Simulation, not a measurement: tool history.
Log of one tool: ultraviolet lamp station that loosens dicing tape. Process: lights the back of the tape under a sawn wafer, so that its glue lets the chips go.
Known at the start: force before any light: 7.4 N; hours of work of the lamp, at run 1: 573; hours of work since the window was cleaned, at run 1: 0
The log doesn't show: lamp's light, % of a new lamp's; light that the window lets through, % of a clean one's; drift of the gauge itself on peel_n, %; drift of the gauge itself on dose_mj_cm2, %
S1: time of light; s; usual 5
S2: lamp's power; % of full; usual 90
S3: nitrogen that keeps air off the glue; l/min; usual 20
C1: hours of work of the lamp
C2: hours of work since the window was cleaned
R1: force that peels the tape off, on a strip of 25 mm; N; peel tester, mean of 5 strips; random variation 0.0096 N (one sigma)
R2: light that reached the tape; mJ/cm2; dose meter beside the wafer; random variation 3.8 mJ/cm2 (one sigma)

run    hour  S1   S2  S3    C1   C2     R1   R2
  1       0   5   90  20   573    0  0.546  558
  2    38.4   5   90  20   600   27  0.558  543
  3    83.6   5   64  20   632   59  1.121  381
  4   157.5   5   90  36   684  111  0.441  523
  5   235.8   5   90   6   739  166    1.4  509
  6   273.4   5   90   6   765  192  1.457  498
  7   324.2   5   90  20   801  228  0.685  491
  8   362.5   5   90  20   828  255  0.722  484
  9   403.3   5   92  20   857  284  0.718  486
 10   468.3   5   92  20   902  330  0.737  470
 11   531.1   5   92  20   946  374  0.747  460
 12   592.9   5   90  20   990  417  0.875  440
 13   639.6   5   90  20  1023  450  0.892  434
 14   706.8   9   90  20  1070  497  0.308  752
 15   774.7   9   90  20  1118  545  0.321  727
 16   825.6   9   90  20  1154  581  0.331  714
      861.5  -- window cleaned of glue's vapour
 17   889.3   9   90  20  1198   20  0.345  683
 18     953   9   90  20  1243   64  0.381  655
 19  1031.8   9   90  20  1298  120  0.412  631
 20  1080.8   9   90  20  1333  154  0.452  622
     1086.6  -- window cleaned of glue's vapour, once more
 21  1156.7   5   97  20  1386   49  0.722  475
 22  1207.1   5   97  20  1421   85  0.767  467
 23  1263.9   5   97  20  1461  125  0.828  457
 24  1299.7   3   80  15  1487  150  2.606  218
 25  1339.6   3   70  20  1515  178  2.785  191
 26  1412.7   3   70  20  1566  229  2.854  183
 27  1472.6   3   95   6  1608  272  3.289  245
     1510.3  -- lamp changed
 28  1540.9   6   95   6    22  319  0.782  716
 29  1615.5   6   95   6    74  371  0.793  690
 30  1670.4   3   86  17   113  410  1.735  307
 31  1744.6   4   90  17   165  462  1.044  412
 32  1826.6   2   79  35   223  520  2.462  173
 33  1865.4   4   77  12   250  547  1.758  341
 34    1919   7   97  12   288  585  0.457  731
     1947.3  -- window cleaned of glue's vapour
 35    1973   7   80  18   325   18  0.355  717
 36  2035.9   5   90   6   370   62  1.175  569
 37  2087.2   9   72  31   406   98  0.231  787
 38  2149.7   9   72  31   450  142  0.229  781
 39  2189.3   9   72  31   477  170  0.253  766
 40    2255   5  100   8   524  217  0.908  582
 41  2294.3   5   61   8   551  244   1.98  345
 42  2338.8   5   61   8   583  275  2.039  338

Forecast each of these 3 alternatives for the next run:
  A  2383.5   5  99  34  614  307   ?   ?
  B  2383.5   7  71  16  614  307   ?   ?
  C  2383.5   3  67  33  614  307   ?   ?

run     R1   R2
  A  0.404  539
  B  0.648  547
  C  2.043  224
Without the tool's hidden state the same runs would have given:
run     R1   R2
  A  0.254  699
  B  0.382  709
  C  1.422  290
